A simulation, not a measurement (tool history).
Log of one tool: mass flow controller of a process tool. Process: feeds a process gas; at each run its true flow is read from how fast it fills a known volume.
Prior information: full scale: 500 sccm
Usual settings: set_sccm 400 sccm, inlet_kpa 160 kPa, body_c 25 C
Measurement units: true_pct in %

| run | day | set_sccm | inlet_kpa | body_c | true_pct |
|---|---|---|---|---|---|
| 1 | 0.000 | 400 | 160 | 25 | 99.20 |
| 2 | 8.112 | 400 | 160 | 25 | 99.00 |
| 3 | 17.188 | 400 | 154 | 25 | 99.13 |
| 4 | 21.883 | 400 | 225 | 25 | 99.42 |
| 5 | 30.633 | 298 | 160 | 25 | 98.52 |
| 6 | 36.729 | 400 | 160 | 25 | 99.00 |
| 7 | 44.983 | 400 | 160 | 25 | 99.10 |
| 8 | 51.946 | 400 | 160 | 25 | 99.10 |
| 9 | 61.146 | 400 | 160 | 25 | 99.18 |
| 10 | 66.842 | 400 | 160 | 30 | 99.28 |
| 11 | 74.146 | 400 | 160 | 25 | 99.11 |
| 12 | 81.454 | 400 | 160 | 25 | 99.05 |
| 13 | 89.204 | 155 | 194 | 24 | 97.59 |
| 14 | 100.429 | 482 | 252 | 27 | 100.30 |
| 15 | 108.146 | 400 | 158 | 40 | 99.93 |
| 16 | 116.375 | 51 | 243 | 22 | 96.95 |
| 17 | 121.521 | 51 | 152 | 31 | 96.80 |
| 18 | 128.288 | 400 | 206 | 26 | 99.51 |
| 19 | 136.517 | 52 | 160 | 25 | 96.71 |
| 20 | 146.542 | 330 | 166 | 21 | 98.41 |
| 21 | 152.546 | 249 | 160 | 25 | 98.01 |
| 22 | 160.512 | 63 | 206 | 25 | 96.94 |
| 23 | 166.388 | 63 | 206 | 25 | 97.13 |

Each row is a separate what-if for the run after 23, all from the same tool condition, not one after another. Results?
| A | 175.133 | 174 | 206 | 32 | ? |
| B | 175.133 | 400 | 212 | 34 | ? |
| C | 175.133 | 98 | 206 | 25 | ? |
| D | 175.133 | 413 | 158 | 34 | ? |

| run | true_pct |
|---|---|
| A | 98.19 |
| B | 99.84 |
| C | 97.13 |
| D | 99.71 |
With no hidden state in the tool, these same runs would have given:
| run | true_pct |
|---|---|
| A | 98.17 |
| B | 99.81 |
| C | 97.12 |
| D | 99.68 |

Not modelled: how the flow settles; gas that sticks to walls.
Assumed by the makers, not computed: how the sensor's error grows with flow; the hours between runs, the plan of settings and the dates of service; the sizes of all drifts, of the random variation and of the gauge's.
